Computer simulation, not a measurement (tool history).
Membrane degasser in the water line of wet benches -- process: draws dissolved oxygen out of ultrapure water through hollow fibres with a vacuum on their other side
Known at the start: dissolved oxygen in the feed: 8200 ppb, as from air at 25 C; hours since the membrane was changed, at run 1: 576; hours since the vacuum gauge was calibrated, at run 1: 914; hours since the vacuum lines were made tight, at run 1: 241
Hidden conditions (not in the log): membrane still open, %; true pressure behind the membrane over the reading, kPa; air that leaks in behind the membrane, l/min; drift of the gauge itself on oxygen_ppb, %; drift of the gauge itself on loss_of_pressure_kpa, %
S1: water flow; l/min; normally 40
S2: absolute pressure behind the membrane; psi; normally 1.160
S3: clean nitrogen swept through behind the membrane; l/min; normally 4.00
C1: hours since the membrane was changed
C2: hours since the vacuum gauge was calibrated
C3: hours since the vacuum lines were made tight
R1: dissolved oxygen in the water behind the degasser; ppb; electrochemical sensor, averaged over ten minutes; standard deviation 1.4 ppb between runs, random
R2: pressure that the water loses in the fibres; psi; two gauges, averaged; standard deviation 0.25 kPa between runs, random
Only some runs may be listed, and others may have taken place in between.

run	hour	S1	S2	S3	C1	C2	C3	R1	R2
1	0.0	40	1.160	4.00	576	914	241	134.7	10.042
2	80.9	40	1.160	4.00	657	995	322	138.0	9.973
3	147.9	40	1.160	4.00	724	1062	389	139.6	10.019
4	234.1	40	1.160	4.00	810	1148	475	135.4	10.037
5	300.7	40	1.160	4.00	877	1215	541	137.4	10.009
6	402.9	40	1.160	4.00	979	1317	644	138.8	9.999
7	515.5	56	1.160	4.00	1092	1430	756	252.7	14.050
8	641.1	29	1.160	4.00	1217	1555	882	88.9	7.284
9	721.2	29	1.160	4.00	1297	1635	962	87.8	7.272
# hour 731.0: vacuum gauge calibrated
10	828.0	29	1.160	4.00	1404	97	1068	89.6	7.324
11	912.8	64	1.160	4.00	1489	182	1153	336.3	16.031
# hour 995.3: vacuum gauge calibrated, once more
12	998.0	64	1.160	4.00	1573	3	1238	327.8	16.186
13	1089.0	64	1.160	4.00	1664	94	1329	323.5	16.172
14	1190.2	64	1.160	4.00	1765	195	1430	329.6	16.218
15	1309.1	64	1.160	4.00	1884	314	1549	332.6	16.295
16	1380.5	64	1.160	4.00	1956	385	1620	338.1	16.180
17	1433.3	64	1.160	4.00	2009	438	1673	336.8	16.143
18	1545.5	64	0.995	4.00	2121	550	1785	295.8	16.176
19	1641.9	57	1.298	7.85	2217	647	1882	210.1	14.456
20	1721.3	57	1.298	7.85	2297	726	1961	216.5	14.543
21	1776.5	36	0.978	7.65	2352	781	2016	57.4	9.168
22	1834.5	36	0.978	7.65	2410	839	2074	58.9	9.213
23	1940.3	41	1.160	3.57	2516	945	2180	158.1	10.437
24	2007.9	37	1.112	4.00	2583	1013	2248	119.8	9.391
25	2096.8	51	0.827	3.12	2672	1101	2337	170.0	13.055
26	2209.8	51	0.827	3.12	2785	1215	2450	170.6	12.919
27	2302.1	29	0.938	2.61	2877	1307	2542	89.9	7.358
28	2358.3	29	0.938	2.61	2934	1363	2598	90.7	7.403
29	2466.8	29	0.938	2.61	3042	1471	2707	91.7	7.426
30	2575.0	29	0.938	2.61	3150	1580	2815	89.4	7.411
31	2694.9	40	2.556	5.70	3270	1700	2935	272.8	10.298
32	2785.0	63	1.854	9.61	3360	1790	3025	310.9	16.205

For some of the steps in R1 from one run to the next: how much would appear even if the tool had no hidden state, given the settings, what came in and random variation, and how much remains for the hidden state plus any gauge scatter that the measured result and the result without hidden state don't share?
Run 7 -> 8: S1 56 -> 29. R1 -163.8 ppb: hidden state -4.4, all else -159.4.
Run 10 -> 11: S1 29 -> 64. R1 +246.7 ppb: hidden state +9.0, all else +237.7.
Run 20 -> 21: S1 57 -> 36, S2 1.298 -> 0.978, S3 7.85 -> 7.65. R1 -159.1 ppb: hidden state -7.7, all else -151.4.
Run 30 -> 31: S1 29 -> 40, S2 0.938 -> 2.556, S3 2.61 -> 5.70. R1 +183.4 ppb: hidden state +3.7, all else +179.7.
Run 31 -> 32: S1 40 -> 63, S2 2.556 -> 1.854, S3 5.70 -> 9.61. R1 +38.1 ppb: hidden state +12.7, all else +25.4.
